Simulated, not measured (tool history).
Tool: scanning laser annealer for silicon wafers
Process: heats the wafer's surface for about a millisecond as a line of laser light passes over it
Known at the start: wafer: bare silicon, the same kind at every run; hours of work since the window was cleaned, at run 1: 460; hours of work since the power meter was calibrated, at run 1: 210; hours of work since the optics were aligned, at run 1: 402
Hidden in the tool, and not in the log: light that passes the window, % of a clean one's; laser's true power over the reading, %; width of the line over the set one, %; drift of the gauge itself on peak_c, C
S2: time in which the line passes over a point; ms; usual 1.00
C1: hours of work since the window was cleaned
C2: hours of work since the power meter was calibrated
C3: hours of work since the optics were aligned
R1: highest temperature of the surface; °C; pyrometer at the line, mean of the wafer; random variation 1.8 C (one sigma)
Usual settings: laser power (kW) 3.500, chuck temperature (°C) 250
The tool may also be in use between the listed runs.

{"run": 1, "day": 0.0, "laser power (kW)": 3.5, "S2": 1.0, "chuck temperature (°C)": 250, "C1": 460, "C2": 210, "C3": 402, "R1": 998}
{"run": 2, "day": 0.346, "laser power (kW)": 3.5, "S2": 1.0, "chuck temperature (°C)": 250, "C1": 464, "C2": 214, "C3": 406, "R1": 999}
{"run": 3, "day": 0.992, "laser power (kW)": 3.5, "S2": 1.0, "chuck temperature (°C)": 250, "C1": 471, "C2": 221, "C3": 413, "R1": 999}
{"run": 4, "day": 1.746, "laser power (kW)": 3.5, "S2": 1.0, "chuck temperature (°C)": 235, "C1": 479, "C2": 229, "C3": 422, "R1": 982}
{"run": 5, "day": 2.088, "laser power (kW)": 3.5, "S2": 1.05, "chuck temperature (°C)": 235, "C1": 483, "C2": 233, "C3": 426, "R1": 1003}
{"run": 6, "day": 2.817, "laser power (kW)": 3.5, "S2": 1.05, "chuck temperature (°C)": 257, "C1": 491, "C2": 241, "C3": 434, "R1": 1024}
{"run": 7, "day": 3.271, "laser power (kW)": 3.5, "S2": 1.05, "chuck temperature (°C)": 257, "C1": 496, "C2": 246, "C3": 439, "R1": 1027}
{"run": 8, "day": 3.858, "laser power (kW)": 3.5, "S2": 1.0, "chuck temperature (°C)": 236, "C1": 503, "C2": 253, "C3": 445, "R1": 983}
{"run": 9, "day": 4.45, "laser power (kW)": 3.5, "S2": 1.0, "chuck temperature (°C)": 236, "C1": 509, "C2": 260, "C3": 452, "R1": 983}
{"run": 10, "day": 4.938, "laser power (kW)": 3.5, "S2": 1.0, "chuck temperature (°C)": 236, "C1": 515, "C2": 265, "C3": 457, "R1": 984}
{"run": 11, "day": 5.696, "laser power (kW)": 3.048, "S2": 1.0, "chuck temperature (°C)": 236, "C1": 523, "C2": 273, "C3": 466, "R1": 884}
{"run": 12, "day": 6.262, "laser power (kW)": 3.048, "S2": 1.08, "chuck temperature (°C)": 236, "C1": 529, "C2": 280, "C3": 472, "R1": 916}
{"run": 13, "day": 6.908, "laser power (kW)": 3.5, "S2": 1.0, "chuck temperature (°C)": 250, "C1": 537, "C2": 287, "C3": 479, "R1": 997}
{"run": 14, "day": 7.529, "laser power (kW)": 3.837, "S2": 1.0, "chuck temperature (°C)": 250, "C1": 544, "C2": 294, "C3": 486, "R1": 1069}
{"run": 15, "day": 8.258, "laser power (kW)": 3.5, "S2": 1.0, "chuck temperature (°C)": 250, "C1": 552, "C2": 302, "C3": 494, "R1": 994}
{"run": 16, "day": 8.833, "laser power (kW)": 3.5, "S2": 1.0, "chuck temperature (°C)": 250, "C1": 558, "C2": 308, "C3": 501, "R1": 997}
{"run": 17, "day": 9.262, "laser power (kW)": 3.5, "S2": 1.0, "chuck temperature (°C)": 250, "C1": 563, "C2": 313, "C3": 505, "R1": 996}
{"run": 18, "day": 9.592, "laser power (kW)": 3.5, "S2": 1.0, "chuck temperature (°C)": 263, "C1": 566, "C2": 317, "C3": 509, "R1": 1004}
{"run": 19, "day": 10.308, "laser power (kW)": 3.5, "S2": 1.0, "chuck temperature (°C)": 250, "C1": 574, "C2": 325, "C3": 517, "R1": 995}
{"run": 20, "day": 10.808, "laser power (kW)": 3.5, "S2": 1.0, "chuck temperature (°C)": 250, "C1": 580, "C2": 330, "C3": 523, "R1": 993}
{"run": 21, "day": 11.392, "laser power (kW)": 3.5, "S2": 1.0, "chuck temperature (°C)": 250, "C1": 586, "C2": 337, "C3": 529, "R1": 993}
{"run": 22, "day": 12.104, "laser power (kW)": 3.5, "S2": 1.0, "chuck temperature (°C)": 250, "C1": 594, "C2": 345, "C3": 537, "R1": 992}
{"run": 23, "day": 12.771, "laser power (kW)": 3.389, "S2": 0.72, "chuck temperature (°C)": 284, "C1": 602, "C2": 352, "C3": 545, "R1": 877}
{"run": 24, "day": 13.479, "laser power (kW)": 3.691, "S2": 1.11, "chuck temperature (°C)": 238, "C1": 610, "C2": 360, "C3": 552, "R1": 1070}
{"run": 25, "day": 13.983, "laser power (kW)": 3.5, "S2": 0.81, "chuck temperature (°C)": 244, "C1": 615, "C2": 366, "C3": 558, "R1": 903}
{"run": 26, "day": 14.471, "laser power (kW)": 3.09, "S2": 0.7, "chuck temperature (°C)": 232, "C1": 621, "C2": 371, "C3": 563, "R1": 761}
{"run": 27, "day": 14.879, "laser power (kW)": 3.09, "S2": 0.7, "chuck temperature (°C)": 232, "C1": 625, "C2": 376, "C3": 568, "R1": 760}
{"run": 28, "day": 15.404, "laser power (kW)": 3.09, "S2": 0.7, "chuck temperature (°C)": 232, "C1": 631, "C2": 381, "C3": 574, "R1": 764}
{"run": 29, "day": 15.904, "laser power (kW)": 3.09, "S2": 0.92, "chuck temperature (°C)": 232, "C1": 637, "C2": 387, "C3": 579, "R1": 853}
{"run": 30, "day": 16.612, "laser power (kW)": 2.982, "S2": 1.0, "chuck temperature (°C)": 250, "C1": 645, "C2": 395, "C3": 587, "R1": 881}
{"run": 31, "day": 17.075, "laser power (kW)": 2.982, "S2": 1.0, "chuck temperature (°C)": 250, "C1": 650, "C2": 400, "C3": 592, "R1": 883}
{"run": 32, "day": 17.462, "laser power (kW)": 2.982, "S2": 0.93, "chuck temperature (°C)": 250, "C1": 654, "C2": 404, "C3": 597, "R1": 857}
{"run": 33, "day": 18.008, "laser power (kW)": 3.5, "S2": 0.9, "chuck temperature (°C)": 243, "C1": 660, "C2": 410, "C3": 603, "R1": 941}
{"run": 34, "day": 18.325, "laser power (kW)": 3.5, "S2": 1.03, "chuck temperature (°C)": 235, "C1": 664, "C2": 414, "C3": 606, "R1": 991}
{"run": 35, "day": 19.038, "laser power (kW)": 3.5, "S2": 1.03, "chuck temperature (°C)": 235, "C1": 672, "C2": 422, "C3": 614, "R1": 986}
{"run": 36, "day": 19.588, "laser power (kW)": 3.5, "S2": 0.89, "chuck temperature (°C)": 235, "C1": 678, "C2": 428, "C3": 620, "R1": 926}
{"run": 37, "day": 20.158, "laser power (kW)": 3.234, "S2": 1.18, "chuck temperature (°C)": 235, "C1": 684, "C2": 434, "C3": 627, "R1": 989}
{"run": 38, "day": 20.812, "laser power (kW)": 3.234, "S2": 1.18, "chuck temperature (°C)": 235, "C1": 691, "C2": 442, "C3": 634, "R1": 986}
{"run": 39, "day": 21.338, "laser power (kW)": 3.234, "S2": 1.18, "chuck temperature (°C)": 235, "C1": 697, "C2": 447, "C3": 640, "R1": 991}
{"run": 40, "day": 22.079, "laser power (kW)": 3.484, "S2": 1.01, "chuck temperature (°C)": 212, "C1": 705, "C2": 456, "C3": 648, "R1": 953}
{"run": 41, "day": 22.75, "laser power (kW)": 3.169, "S2": 1.24, "chuck temperature (°C)": 227, "C1": 713, "C2": 463, "C3": 656, "R1": 987}

Hidden state or all else? Some run-to-run changes of R1, split into what the settings, what came in and random variation would give without the hidden state, and what is left for the hidden state (with any gauge scatter that isn't in both results):
Run 22 -> 23: laser power (kW) 3.500 -> 3.389, S2 1.00 -> 0.72, chuck temperature (°C) 250 -> 284. R1 -115 °C: hidden state +4, all else -119.
Run 23 -> 24: laser power (kW) 3.389 -> 3.691, S2 0.72 -> 1.11, chuck temperature (°C) 284 -> 238. R1 +193 °C: hidden state -7, all else +200.
Run 24 -> 25: laser power (kW) 3.691 -> 3.500, S2 1.11 -> 0.81, chuck temperature (°C) 238 -> 244. R1 -167 °C: hidden state +5, all else -172.
Run 25 -> 26: laser power (kW) 3.500 -> 3.090, S2 0.81 -> 0.70, chuck temperature (°C) 244 -> 232. R1 -142 °C: hidden state +3, all else -145.
